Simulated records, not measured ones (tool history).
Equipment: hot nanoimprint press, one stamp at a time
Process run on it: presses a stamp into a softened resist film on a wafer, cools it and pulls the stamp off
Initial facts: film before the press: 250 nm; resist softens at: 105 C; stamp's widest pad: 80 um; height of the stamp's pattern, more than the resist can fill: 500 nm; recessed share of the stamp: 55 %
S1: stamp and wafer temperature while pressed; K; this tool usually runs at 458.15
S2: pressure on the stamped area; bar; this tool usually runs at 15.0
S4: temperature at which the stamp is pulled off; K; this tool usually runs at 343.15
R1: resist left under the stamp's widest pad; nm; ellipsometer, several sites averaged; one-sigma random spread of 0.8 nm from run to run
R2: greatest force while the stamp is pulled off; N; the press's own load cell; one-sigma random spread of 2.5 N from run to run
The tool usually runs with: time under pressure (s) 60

run 1 day=0.000 | S1=458.15 S2=15.0 time_under_pressure_(s)=60 S4=343.15 | R1=109.0 R2=136
-- day=1.771 plate thermocouple calibrated
run 2 day=1.771 | S1=458.15 S2=15.0 time_under_pressure_(s)=60 S4=332.15 | R1=113.7 R2=168
run 3 day=4.400 | S1=458.15 S2=15.0 time_under_pressure_(s)=60 S4=343.15 | R1=114.2 R2=150
run 4 day=6.171 | S1=458.15 S2=15.0 time_under_pressure_(s)=60 S4=343.15 | R1=115.4 R2=148
run 5 day=7.946 | S1=458.15 S2=21.9 time_under_pressure_(s)=60 S4=343.15 | R1=92.7 R2=151
run 6 day=9.433 | S1=458.15 S2=17.8 time_under_pressure_(s)=60 S4=343.15 | R1=105.3 R2=150
run 7 day=11.171 | S1=458.15 S2=17.8 time_under_pressure_(s)=60 S4=343.15 | R1=104.5 R2=161
run 8 day=14.000 | S1=458.15 S2=15.0 time_under_pressure_(s)=60 S4=343.15 | R1=115.7 R2=158
run 9 day=15.588 | S1=458.15 S2=15.0 time_under_pressure_(s)=60 S4=336.15 | R1=117.0 R2=182
run 10 day=17.412 | S1=458.15 S2=15.0 time_under_pressure_(s)=60 S4=336.15 | R1=118.3 R2=189
-- day=18.917 plate thermocouple calibrated, once more
run 11 day=20.312 | S1=458.15 S2=15.0 time_under_pressure_(s)=60 S4=336.15 | R1=107.8 R2=181
run 12 day=22.762 | S1=458.15 S2=15.0 time_under_pressure_(s)=60 S4=343.15 | R1=108.6 R2=167
run 13 day=24.362 | S1=458.15 S2=15.0 time_under_pressure_(s)=60 S4=343.15 | R1=108.6 R2=169
-- day=25.467 stamp cleaned and given a new release coat
run 14 day=27.512 | S1=458.15 S2=15.0 time_under_pressure_(s)=60 S4=343.15 | R1=109.2 R2=118
run 15 day=28.842 | S1=459.15 S2=15.0 time_under_pressure_(s)=60 S4=343.15 | R1=106.6 R2=118
run 16 day=30.800 | S1=459.15 S2=15.6 time_under_pressure_(s)=60 S4=343.15 | R1=103.0 R2=122
run 17 day=33.388 | S1=458.15 S2=10.5 time_under_pressure_(s)=80 S4=348.15 | R1=120.3 R2=116
run 18 day=36.242 | S1=458.15 S2=10.6 time_under_pressure_(s)=64 S4=339.15 | R1=130.4 R2=139
run 19 day=38.967 | S1=452.15 S2=17.5 time_under_pressure_(s)=55 S4=340.15 | R1=122.9 R2=140
run 20 day=40.804 | S1=452.15 S2=10.7 time_under_pressure_(s)=55 S4=349.15 | R1=153.6 R2=118
run 21 day=42.929 | S1=452.15 S2=23.7 time_under_pressure_(s)=40 S4=349.15 | R1=118.5 R2=125
run 22 day=44.188 | S1=452.15 S2=23.7 time_under_pressure_(s)=40 S4=349.15 | R1=117.2 R2=122
run 23 day=46.121 | S1=466.15 S2=15.0 time_under_pressure_(s)=60 S4=330.15 | R1=89.7 R2=175
run 24 day=48.371 | S1=466.15 S2=15.0 time_under_pressure_(s)=60 S4=330.15 | R1=91.8 R2=176
run 25 day=50.946 | S1=456.15 S2=15.0 time_under_pressure_(s)=60 S4=342.15 | R1=117.7 R2=151
run 26 day=53.746 | S1=470.15 S2=10.0 time_under_pressure_(s)=60 S4=339.15 | R1=104.7 R2=158
run 27 day=55.496 | S1=470.15 S2=10.0 time_under_pressure_(s)=60 S4=339.15 | R1=104.1 R2=165
run 28 day=58.008 | S1=458.15 S2=19.7 time_under_pressure_(s)=60 S4=340.15 | R1=98.7 R2=164
run 29 day=59.771 | S1=455.15 S2=12.4 time_under_pressure_(s)=38 S4=348.15 | R1=154.6 R2=150
run 30 day=62.425 | S1=463.15 S2=15.0 time_under_pressure_(s)=60 S4=343.15 | R1=99.7 R2=162

Difference, measured minus no-hidden-state, one row per run. Run-to-run variation is common to both terms; the gauge's own scatter need not be:
Hidden conditions of the tool in this case: true temperature over the reading, C; pressure that arrives at the usual setting, %; grip of the stamp's worn release coat, % over a new coat's; drift of the gauge itself on residual_nm, %; drift of the gauge itself on pull_off_n, %.
run=1 R1=+7.1 R2=+27
run=2 R1=+9.9 R2=+36
run=3 R1=+10.4 R2=+36
run=4 R1=+10.7 R2=+38
run=5 R1=+10.2 R2=+40
run=6 R1=+11.0 R2=+41
run=7 R1=+11.3 R2=+46
run=8 R1=+12.1 R2=+48
run=9 R1=+12.4 R2=+56
run=10 R1=+12.7 R2=+60
run=11 R1=+3.3 R2=+55
run=12 R1=+3.8 R2=+53
run=13 R1=+4.0 R2=+55
run=14 R1=+4.5 R2=+3
run=15 R1=+4.7 R2=+5
run=16 R1=+4.9 R2=+8
run=17 R1=+4.5 R2=+10
run=18 R1=+5.2 R2=+15
run=19 R1=+8.0 R2=+19
run=20 R1=+6.5 R2=+18
run=21 R1=+10.7 R2=+21
run=22 R1=+10.9 R2=+22
run=23 R1=+6.3 R2=+34
run=24 R1=+6.7 R2=+37
run=25 R1=+9.0 R2=+35
run=26 R1=+6.4 R2=+39
run=27 R1=+6.5 R2=+42
run=28 R1=+10.4 R2=+44
run=29 R1=+10.8 R2=+43
run=30 R1=+9.3 R2=+49
